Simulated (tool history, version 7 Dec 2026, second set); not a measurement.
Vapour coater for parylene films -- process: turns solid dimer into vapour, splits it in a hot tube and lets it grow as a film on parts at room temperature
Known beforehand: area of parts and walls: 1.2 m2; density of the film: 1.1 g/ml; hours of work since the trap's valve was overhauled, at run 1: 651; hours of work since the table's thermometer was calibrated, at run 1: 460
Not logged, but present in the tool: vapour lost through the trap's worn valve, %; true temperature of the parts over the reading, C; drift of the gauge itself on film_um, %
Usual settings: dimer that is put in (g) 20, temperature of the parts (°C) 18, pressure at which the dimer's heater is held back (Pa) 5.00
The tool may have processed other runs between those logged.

| run | day | dimer that is put in (g) | temperature of the parts (°C) | pressure at which the dimer's heater is held back (Pa) | hours of work since the trap's valve was overhauled | hours of work since the table's thermometer was calibrated | thickness of the film (um) |
|---|---|---|---|---|---|---|---|
| 1 | 0.000 | 20 | 18 | 5.00 | 651 | 460 | 11.01 |
| 2 | 1.383 | 20 | 18 | 5.00 | 671 | 480 | 10.99 |
|  | 2.112 | trap's valve overhauled |
| 3 | 2.946 | 20 | 18 | 5.00 | 12 | 500 | 11.00 |
| 4 | 4.012 | 20 | 18 | 5.00 | 27 | 515 | 11.02 |
| 5 | 4.979 | 20 | 18 | 5.00 | 41 | 529 | 10.92 |
| 6 | 6.142 | 20 | 18 | 5.00 | 58 | 545 | 10.96 |
| 7 | 7.746 | 20 | 18 | 5.00 | 81 | 568 | 10.98 |
| 8 | 8.721 | 20 | 18 | 5.00 | 95 | 582 | 10.99 |
| 9 | 9.742 | 20 | 18 | 5.00 | 109 | 597 | 11.02 |
| 10 | 10.575 | 20 | 18 | 5.00 | 121 | 609 | 11.04 |
| 11 | 12.138 | 20 | 18 | 4.80 | 144 | 631 | 11.09 |
| 12 | 13.617 | 20 | 18 | 5.00 | 165 | 653 | 10.99 |
| 13 | 14.783 | 20 | 18 | 5.00 | 182 | 669 | 11.02 |
| 14 | 15.483 | 20 | 18 | 5.47 | 192 | 679 | 10.77 |
| 15 | 16.658 | 20 | 18 | 5.47 | 208 | 696 | 10.75 |
| 16 | 17.462 | 19 | 18 | 5.00 | 220 | 708 | 10.37 |
| 17 | 18.833 | 19 | 12 | 5.00 | 240 | 727 | 13.98 |
| 18 | 20.358 | 20 | 18 | 5.00 | 261 | 749 | 10.99 |
| 19 | 21.133 | 20 | 18 | 5.00 | 273 | 760 | 11.06 |
| 20 | 22.304 | 20 | 18 | 5.00 | 289 | 777 | 10.99 |
| 21 | 23.350 | 20 | 18 | 5.00 | 304 | 792 | 10.92 |
| 22 | 24.471 | 20 | 18 | 5.00 | 320 | 808 | 10.97 |
| 23 | 25.842 | 20 | 18 | 7.38 | 340 | 828 | 10.24 |
| 24 | 26.558 | 23 | 18 | 3.63 | 350 | 838 | 13.35 |
| 25 | 28.125 | 20 | 24 | 4.82 | 373 | 860 | 8.28 |
|  | 28.517 | table's thermometer calibrated |
| 26 | 29.492 | 20 | 24 | 4.82 | 392 | 14 | 8.27 |
| 27 | 30.688 | 23 | 16 | 3.43 | 409 | 31 | 14.96 |
| 28 | 31.662 | 20 | 24 | 7.09 | 423 | 45 | 7.70 |
| 29 | 33.288 | 10 | 24 | 9.10 | 446 | 68 | 3.67 |
| 30 | 34.279 | 36 | 24 | 9.10 | 460 | 83 | 13.22 |
| 31 | 35.767 | 18 | 25 | 11.47 | 482 | 104 | 6.01 |
| 32 | 37.333 | 20 | 15 | 10.71 | 504 | 126 | 10.99 |
| 33 | 38.604 | 13 | 11 | 2.45 | 522 | 145 | 9.59 |
| 34 | 39.446 | 13 | 11 | 6.86 | 534 | 157 | 9.45 |
| 35 | 40.554 | 29 | 18 | 2.22 | 550 | 173 | 18.61 |
| 36 | 42.162 | 22 | 25 | 2.58 | 573 | 196 | 9.77 |
| 37 | 42.988 | 22 | 25 | 8.23 | 585 | 207 | 7.85 |
| 38 | 44.175 | 13 | 18 | 4.36 | 602 | 224 | 7.35 |
| 39 | 44.971 | 10 | 23 | 4.06 | 614 | 236 | 4.45 |
| 40 | 46.462 | 15 | 15 | 7.69 | 635 | 257 | 8.70 |
| 41 | 47.892 | 20 | 26 | 3.58 | 655 | 278 | 7.90 |
| 42 | 48.592 | 20 | 18 | 8.17 | 665 | 288 | 10.01 |
| 43 | 49.317 | 18 | 18 | 2.83 | 676 | 298 | 10.94 |
|  | 49.700 | trap's valve overhauled |
| 44 | 50.721 | 18 | 12 | 2.09 | 15 | 316 | 13.39 |
| 45 | 52.208 | 13 | 13 | 5.00 | 36 | 337 | 9.10 |
| 46 | 53.454 | 13 | 13 | 5.00 | 54 | 355 | 9.08 |

Take each entry between the runs: how does the hidden state at the last listed run before it differ from the hidden state at the first listed run after it?
In the gap between runs 2 and 3: trap's valve overhauled (day 2.112)
  vapour lost through the trap's worn valve, %: 0.1 -> 0
In the gap between runs 25 and 26: table's thermometer calibrated (day 28.517)
  true temperature of the parts over the reading, C: -0.01 -> 0
In the gap between runs 43 and 44: trap's valve overhauled (day 49.700)
  vapour lost through the trap's worn valve, %: 0.1 -> 0
